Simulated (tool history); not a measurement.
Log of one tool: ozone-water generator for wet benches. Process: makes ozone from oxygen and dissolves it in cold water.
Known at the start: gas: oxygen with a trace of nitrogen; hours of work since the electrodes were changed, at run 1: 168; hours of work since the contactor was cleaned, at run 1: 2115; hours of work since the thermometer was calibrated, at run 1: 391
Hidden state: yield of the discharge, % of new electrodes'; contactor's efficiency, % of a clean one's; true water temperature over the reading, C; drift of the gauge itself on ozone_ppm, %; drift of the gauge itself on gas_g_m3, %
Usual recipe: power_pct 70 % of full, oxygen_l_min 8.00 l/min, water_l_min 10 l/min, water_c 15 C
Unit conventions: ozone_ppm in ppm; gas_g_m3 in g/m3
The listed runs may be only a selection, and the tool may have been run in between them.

run    hour  power_pct  oxygen_l_min  water_l_min  water_c  hours of work since the electrodes were changed  hours of work since the contactor was cleaned  hours of work since the thermometer was calibrated  ozone_ppm  gas_g_m3
  1     0.0         70          8.00           10       15                                              168                                           2115                                                 391       33.2     158.8
  2   177.3         70          8.00           10       15                                              302                                           2250                                                 526       33.4     158.8
  3   328.5         70          8.00           10       15                                              417                                           2365                                                 641       33.4     157.3
  4   451.6         70          8.00            9       15                                              511                                           2459                                                 734       34.8     159.1
  5   615.0         70          8.00            9       15                                              635                                           2583                                                 859       35.1     159.4
  6   721.9         70          8.00            9       15                                              717                                           2664                                                 940       35.3     159.1
  7   818.9         70          8.00            9       15                                              791                                           2738                                                1014       35.0     158.4
  8   947.8         70          8.00            9       15                                              889                                           2836                                                1112       35.2     158.9
  9  1123.9         70          8.00            9       15                                             1023                                           2970                                                1246       34.9     157.0
 10  1262.2         70          8.00            9       15                                             1128                                           3076                                                1351       35.1     156.0
 11  1404.8         65          8.00           10       15                                             1236                                           3184                                                1460       31.6     147.1
 12  1490.9         65          8.00           10       15                                             1302                                           3250                                                1525       31.2     147.3
     1588.9  -- contactor cleaned
 13  1588.9         65          8.00           10       15                                             1373                                              0                                                1597       31.6     148.0
 14  1708.7         65          8.00           10       15                                             1465                                             91                                                1688       31.6     146.1
 15  1818.8         65          8.00           10       15                                             1548                                            175                                                1772       31.7     146.9
 16  1974.2         70          4.99           10       15                                             1667                                            293                                                1890       32.8     181.4
 17  2059.5         70          4.99           10       20                                             1731                                            358                                                1955       29.5     181.3
 18  2245.0         70          4.99           10       20                                             1873                                            499                                                2096       29.6     180.9
 19  2395.9         44          8.00           11       15                                             1987                                            614                                                2211       21.4     104.9
 20  2541.1         57          8.00           10       22                                             2098                                            724                                                2321       23.7     130.1
 21  2662.1         70          6.61            7       16                                             2190                                            816                                                2413       38.0     164.8
 22  2783.0         70          5.29           16       15                                             2282                                            908                                                2505       24.6     176.5
 23  2862.7         70          5.29            7       15                                             2343                                            969                                                2566       39.8     178.0
 24  3015.6         70          5.29            7       15                                             2459                                           1085                                                2682       39.5     175.7
 25  3161.1         70          5.29            7       15                                             2570                                           1196                                                2793       39.4     174.2
     3211.4  -- water thermometer calibrated
 26  3333.2         70          4.59           10       15                                             2700                                           1327                                                  93       32.4     183.5
 27  3522.5         67          4.95           10        9                                             2844                                           1471                                                 237       35.0     173.2
 28  3619.5         67          4.95           10        9                                             2918                                           1545                                                 310       35.3     170.9
 29  3802.6         93          8.00           13        9                                             3057                                           1684                                                 450       42.3     197.3
 30  3906.0         93          8.00           13        9                                             3136                                           1763                                                 529       42.3     196.3
     4004.0  -- gauge calibrated
 31  4054.6         93          8.00           13        9                                             3249                                           1876                                                 642       41.7     202.7
 32  4142.8         51         11.35            8       18                                             3316                                           1943                                                 709       24.9     107.9

Forecast each of these 4 alternatives for the next run:
  A  4253.3         62         14.30            9       18                                             3400                                           2027                                                 793          ?         ?
  B  4253.3         84          6.24           10       15                                             3400                                           2027                                                 793          ?         ?
  C  4253.3         70          8.00            7       15                                             3400                                           2027                                                 793          ?         ?
  D  4253.3         57          8.00           15       12                                             3400                                           2027                                                 793          ?         ?

run  ozone_ppm  gas_g_m3
  A       28.0     118.4
  B       39.0     200.1
  C       39.1     158.3
  D       24.0     131.6
The same runs, with their run-to-run variation unchanged, on a tool lacking any hidden condition would have given:
run  ozone_ppm  gas_g_m3
  A       28.1     118.8
  B       39.1     200.8
  C       39.2     158.8
  D       24.0     132.0
